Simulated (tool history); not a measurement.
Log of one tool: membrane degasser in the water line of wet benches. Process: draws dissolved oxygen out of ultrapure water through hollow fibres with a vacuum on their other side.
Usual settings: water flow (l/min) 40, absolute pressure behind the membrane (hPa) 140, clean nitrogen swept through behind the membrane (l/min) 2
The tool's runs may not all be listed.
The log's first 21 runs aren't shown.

run,hour,water flow (l/min),absolute pressure behind the membrane (hPa),clean nitrogen swept through behind the membrane (l/min),hours since the membrane was changed,hours since the vacuum gauge was calibrated,hours since the vacuum lines were made tight,dissolved oxygen in the water behind the degasser (ppb),pressure that the water loses in the fibres (hPa)
22,2703.7,53,119,2.72,3071,1627,1569,804.9,833.4
23,2841.7,46,140,1.07,3209,1765,1707,1132.8,727.8
24,2954.2,28,180,3.77,3321,1877,1819,341.9,445.8
25,3048.1,26,203,0.81,3415,1971,1913,1065.5,413.5
26,3150.1,40,140,1.78,3517,2073,2015,733.1,636.4
27,3251,28,141,2,3618,2174,2116,425.7,444.2
28,3368.4,47,93,2,3735,2292,2234,646.1,745.5
29,3501.8,38,95,1.74,3869,2425,2367,502.9,601.3
30,3607.6,28,86,0.97,3975,2531,2473,409.1,446.9
31,3744.7,40,140,1.64,4112,2668,2610,760.8,635.5
32,3829.5,28,140,2,4196,2753,2695,433,445.7
33,3989.6,28,259,4.17,4357,2913,2855,439.2,444.3

Forecast each of these 3 alternatives for the next run:
A,4071.9,64,117,2.33,4439,2995,2937,?,?
B,4071.9,26,228,5.24,4439,2995,2937,?,?
C,4071.9,28,259,5.71,4439,2995,2937,?,?

run,dissolved oxygen in the water behind the degasser (ppb),pressure that the water loses in the fibres (hPa)
A,1085.6,1019.8
B,298,415.2
C,348,445.7
Without the tool's hidden state the same runs would have given:
run,dissolved oxygen in the water behind the degasser (ppb),pressure that the water loses in the fibres (hPa)
A,1063.6,1007.8
B,291.3,410.4
C,340.4,440.5
